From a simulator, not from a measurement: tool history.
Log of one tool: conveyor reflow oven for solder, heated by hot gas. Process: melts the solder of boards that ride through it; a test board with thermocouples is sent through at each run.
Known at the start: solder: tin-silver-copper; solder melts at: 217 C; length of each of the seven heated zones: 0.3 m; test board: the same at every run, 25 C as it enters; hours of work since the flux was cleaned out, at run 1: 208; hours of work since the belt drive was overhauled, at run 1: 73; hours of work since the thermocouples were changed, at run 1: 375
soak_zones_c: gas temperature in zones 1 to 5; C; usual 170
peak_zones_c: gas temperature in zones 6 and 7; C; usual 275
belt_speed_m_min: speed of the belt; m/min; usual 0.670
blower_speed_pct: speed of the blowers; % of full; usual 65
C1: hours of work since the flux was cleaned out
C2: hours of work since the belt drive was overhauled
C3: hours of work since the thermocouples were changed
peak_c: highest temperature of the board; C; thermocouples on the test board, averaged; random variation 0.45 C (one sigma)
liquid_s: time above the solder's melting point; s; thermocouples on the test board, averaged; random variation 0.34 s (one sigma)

{"run": 1, "hour": 0.0, "soak_zones_c": 170, "peak_zones_c": 275, "belt_speed_m_min": 0.67, "blower_speed_pct": 65, "C1": 208, "C2": 73, "C3": 375, "peak_c": 258.7, "liquid_s": 42.6}
{"run": 2, "hour": 6.9, "soak_zones_c": 170, "peak_zones_c": 275, "belt_speed_m_min": 0.67, "blower_speed_pct": 65, "C1": 211, "C2": 76, "C3": 378, "peak_c": 258.9, "liquid_s": 42.3}
{"run": 3, "hour": 18.1, "soak_zones_c": 170, "peak_zones_c": 275, "belt_speed_m_min": 0.67, "blower_speed_pct": 65, "C1": 216, "C2": 81, "C3": 383, "peak_c": 259.7, "liquid_s": 42.1}
{"run": 4, "hour": 29.6, "soak_zones_c": 170, "peak_zones_c": 275, "belt_speed_m_min": 0.67, "blower_speed_pct": 63, "C1": 221, "C2": 86, "C3": 389, "peak_c": 258.7, "liquid_s": 42.9}
{"run": 5, "hour": 37.8, "soak_zones_c": 170, "peak_zones_c": 275, "belt_speed_m_min": 0.67, "blower_speed_pct": 63, "C1": 225, "C2": 90, "C3": 392, "peak_c": 258.8, "liquid_s": 41.4}
{"run": 6, "hour": 47.9, "soak_zones_c": 170, "peak_zones_c": 279, "belt_speed_m_min": 0.67, "blower_speed_pct": 65, "C1": 230, "C2": 94, "C3": 397, "peak_c": 262.3, "liquid_s": 44.7}
{"run": 7, "hour": 54.4, "soak_zones_c": 170, "peak_zones_c": 268, "belt_speed_m_min": 0.67, "blower_speed_pct": 65, "C1": 233, "C2": 97, "C3": 400, "peak_c": 253.5, "liquid_s": 39.2}
{"run": 8, "hour": 60.2, "soak_zones_c": 170, "peak_zones_c": 268, "belt_speed_m_min": 0.67, "blower_speed_pct": 65, "C1": 235, "C2": 100, "C3": 402, "peak_c": 252.1, "liquid_s": 39.7}
{"run": 9, "hour": 68.9, "soak_zones_c": 170, "peak_zones_c": 268, "belt_speed_m_min": 0.67, "blower_speed_pct": 65, "C1": 239, "C2": 104, "C3": 406, "peak_c": 253.3, "liquid_s": 39.1}
{"run": 10, "hour": 78.0, "soak_zones_c": 170, "peak_zones_c": 275, "belt_speed_m_min": 0.67, "blower_speed_pct": 65, "C1": 243, "C2": 108, "C3": 410, "peak_c": 258.6, "liquid_s": 42.4}
{"run": 11, "hour": 84.0, "soak_zones_c": 170, "peak_zones_c": 275, "belt_speed_m_min": 0.67, "blower_speed_pct": 65, "C1": 246, "C2": 110, "C3": 413, "peak_c": 258.8, "liquid_s": 42.4}
{"run": 12, "hour": 93.4, "soak_zones_c": 170, "peak_zones_c": 275, "belt_speed_m_min": 0.67, "blower_speed_pct": 65, "C1": 250, "C2": 114, "C3": 417, "peak_c": 259.8, "liquid_s": 42.8}
{"run": 13, "hour": 105.9, "soak_zones_c": 170, "peak_zones_c": 275, "belt_speed_m_min": 0.67, "blower_speed_pct": 65, "C1": 256, "C2": 120, "C3": 423, "peak_c": 258.5, "liquid_s": 42.5}
{"run": 14, "hour": 118.1, "soak_zones_c": 170, "peak_zones_c": 275, "belt_speed_m_min": 0.67, "blower_speed_pct": 65, "C1": 261, "C2": 126, "C3": 428, "peak_c": 257.7, "liquid_s": 42.8}
{"run": 15, "hour": 123.3, "soak_zones_c": 184, "peak_zones_c": 275, "belt_speed_m_min": 0.67, "blower_speed_pct": 65, "C1": 264, "C2": 128, "C3": 431, "peak_c": 261.2, "liquid_s": 47.1}
{"run": 16, "hour": 133.9, "soak_zones_c": 170, "peak_zones_c": 275, "belt_speed_m_min": 0.67, "blower_speed_pct": 65, "C1": 268, "C2": 133, "C3": 435, "peak_c": 259.4, "liquid_s": 42.1}
{"run": 17, "hour": 141.2, "soak_zones_c": 170, "peak_zones_c": 275, "belt_speed_m_min": 0.67, "blower_speed_pct": 65, "C1": 272, "C2": 136, "C3": 439, "peak_c": 258.9, "liquid_s": 42.4}
{"run": 18, "hour": 153.2, "soak_zones_c": 170, "peak_zones_c": 275, "belt_speed_m_min": 0.673, "blower_speed_pct": 65, "C1": 277, "C2": 141, "C3": 444, "peak_c": 258.8, "liquid_s": 42.2}
{"run": 19, "hour": 160.9, "soak_zones_c": 172, "peak_zones_c": 275, "belt_speed_m_min": 0.644, "blower_speed_pct": 65, "C1": 280, "C2": 145, "C3": 447, "peak_c": 261.4, "liquid_s": 46.3}
{"run": 20, "hour": 168.3, "soak_zones_c": 159, "peak_zones_c": 263, "belt_speed_m_min": 0.635, "blower_speed_pct": 86, "C1": 284, "C2": 148, "C3": 451, "peak_c": 251.6, "liquid_s": 39.9}
{"run": 21, "hour": 176.3, "soak_zones_c": 157, "peak_zones_c": 266, "belt_speed_m_min": 0.67, "blower_speed_pct": 65, "C1": 287, "C2": 152, "C3": 454, "peak_c": 248.7, "liquid_s": 35.2}
{"run": 22, "hour": 182.9, "soak_zones_c": 176, "peak_zones_c": 275, "belt_speed_m_min": 0.562, "blower_speed_pct": 65, "C1": 290, "C2": 155, "C3": 457, "peak_c": 264.9, "liquid_s": 54.8}
{"run": 23, "hour": 192.2, "soak_zones_c": 176, "peak_zones_c": 275, "belt_speed_m_min": 0.586, "blower_speed_pct": 65, "C1": 294, "C2": 159, "C3": 462, "peak_c": 264.0, "liquid_s": 52.7}
{"run": 24, "hour": 201.1, "soak_zones_c": 176, "peak_zones_c": 275, "belt_speed_m_min": 0.586, "blower_speed_pct": 65, "C1": 298, "C2": 163, "C3": 466, "peak_c": 264.3, "liquid_s": 53.0}
{"run": 25, "hour": 207.3, "soak_zones_c": 155, "peak_zones_c": 279, "belt_speed_m_min": 0.784, "blower_speed_pct": 82, "C1": 301, "C2": 166, "C3": 468, "peak_c": 256.9, "liquid_s": 32.5}
{"run": 26, "hour": 212.9, "soak_zones_c": 178, "peak_zones_c": 275, "belt_speed_m_min": 0.628, "blower_speed_pct": 65, "C1": 304, "C2": 168, "C3": 471, "peak_c": 261.8, "liquid_s": 49.5}
{"run": 27, "hour": 218.9, "soak_zones_c": 182, "peak_zones_c": 275, "belt_speed_m_min": 0.628, "blower_speed_pct": 65, "C1": 306, "C2": 171, "C3": 474, "peak_c": 263.5, "liquid_s": 50.1}
{"run": 28, "hour": 229.6, "soak_zones_c": 182, "peak_zones_c": 275, "belt_speed_m_min": 0.628, "blower_speed_pct": 65, "C1": 311, "C2": 176, "C3": 478, "peak_c": 263.0, "liquid_s": 50.2}
{"run": 29, "hour": 234.7, "soak_zones_c": 182, "peak_zones_c": 275, "belt_speed_m_min": 0.628, "blower_speed_pct": 65, "C1": 314, "C2": 178, "C3": 481, "peak_c": 262.6, "liquid_s": 49.9}
{"run": 30, "hour": 244.2, "soak_zones_c": 171, "peak_zones_c": 272, "belt_speed_m_min": 0.668, "blower_speed_pct": 65, "C1": 318, "C2": 182, "C3": 485, "peak_c": 256.3, "liquid_s": 41.3}
{"run": 31, "hour": 254.6, "soak_zones_c": 171, "peak_zones_c": 272, "belt_speed_m_min": 0.668, "blower_speed_pct": 65, "C1": 322, "C2": 187, "C3": 490, "peak_c": 256.4, "liquid_s": 41.4}
{"run": 32, "hour": 265.8, "soak_zones_c": 170, "peak_zones_c": 273, "belt_speed_m_min": 0.597, "blower_speed_pct": 65, "C1": 328, "C2": 192, "C3": 495, "peak_c": 260.8, "liquid_s": 48.8}

Hidden state or all else? Some run-to-run changes of peak_c, split into what the settings, what came in and random variation would give without the hidden state, and what is left for the hidden state (with any gauge scatter that isn't in both results):
The hidden state here: heat that the gas passes to the board, % of a clean oven's; belt's true speed, % of the reading; true gas temperature in zones 6 and 7 over the reading, C; drift of the gauge itself on peak_c, C; drift of the gauge itself on liquid_s, %.
Run 6 -> 7: peak_zones_c 279 -> 268. peak_c -8.8 C: hidden state +0.1, all else -8.9.
Run 19 -> 20: soak_zones_c 172 -> 159, peak_zones_c 275 -> 263, belt_speed_m_min 0.644 -> 0.635, blower_speed_pct 65 -> 86. peak_c -9.8 C: hidden state -0.2, all else -9.6.
Run 21 -> 22: soak_zones_c 157 -> 176, peak_zones_c 266 -> 275, belt_speed_m_min 0.670 -> 0.562. peak_c +16.2 C: hidden state +1.1, all else +15.1.
Run 24 -> 25: soak_zones_c 176 -> 155, peak_zones_c 275 -> 279, belt_speed_m_min 0.586 -> 0.784, blower_speed_pct 65 -> 82. peak_c -7.4 C: hidden state -2.0, all else -5.4.
Run 25 -> 26: soak_zones_c 155 -> 178, peak_zones_c 279 -> 275, belt_speed_m_min 0.784 -> 0.628, blower_speed_pct 82 -> 65. peak_c +4.9 C: hidden state +1.9, all else +3.0.
